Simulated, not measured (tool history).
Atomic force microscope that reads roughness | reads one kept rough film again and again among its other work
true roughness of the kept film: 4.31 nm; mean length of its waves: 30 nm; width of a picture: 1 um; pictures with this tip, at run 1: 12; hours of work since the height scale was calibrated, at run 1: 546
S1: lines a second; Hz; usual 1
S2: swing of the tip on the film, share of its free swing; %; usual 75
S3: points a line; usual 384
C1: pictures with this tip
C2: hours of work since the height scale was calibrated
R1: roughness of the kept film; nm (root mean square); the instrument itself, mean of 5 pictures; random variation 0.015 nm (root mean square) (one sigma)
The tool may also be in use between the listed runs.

run     day    S1  S2    S3  C1   C2     R1
  1       0     1  75   384  12  546  3.497
  2   0.729     1  73   384  33  558  3.511
  3   1.379     1  73  1006  51  570  3.539
  4   2.396     1  73  1006  80  587  3.548
      2.512  -- new tip fitted
  5   3.412     1  75   384  25  605  3.503
  6   4.242     1  75   384  49  619  3.534
  7   5.271     1  75   384  78  637  3.521
      5.512  -- new tip fitted
  8   6.242     1  75   384  21  654  3.514
  9   7.404     1  75   384  54  674  3.499
 10   8.333     1  75   709  81  690  3.536
      8.462  -- new tip fitted
 11   9.312  3.61  68   384  24  707  3.402
 12  10.154  3.46  64   695  48  722  3.471
 13  11.175     1  75   682  77  740  3.503
      11.45  -- new tip fitted
 14  12.212  1.78  84   682  22  757  3.384
 15  13.229  2.97  56   384  51  775  3.516
 16  13.962  2.97  56   384  71  788    3.5

Forecast each of these 5 alternatives for the next run:
     14.458  -- new tip fitted
  A  14.85     1  74  384  11  803   ?
     14.458  -- new tip fitted
  B  14.85  0.69  65  768  11  803   ?
     14.458  -- new tip fitted
  C  14.85  0.67  56  384  11  803   ?
     14.458  -- new tip fitted
  D  14.85  1.82  75  472  11  803   ?
     14.458  -- new tip fitted
  E  14.85  1.03  73  659  11  803   ?

run     R1
  A  3.505
  B  3.568
  C  3.574
  D  3.446
  E  3.521
Without the tool's hidden state the same runs would have given:
run     R1
  A  3.506
  B  3.569
  C  3.575
  D  3.447
  E  3.523
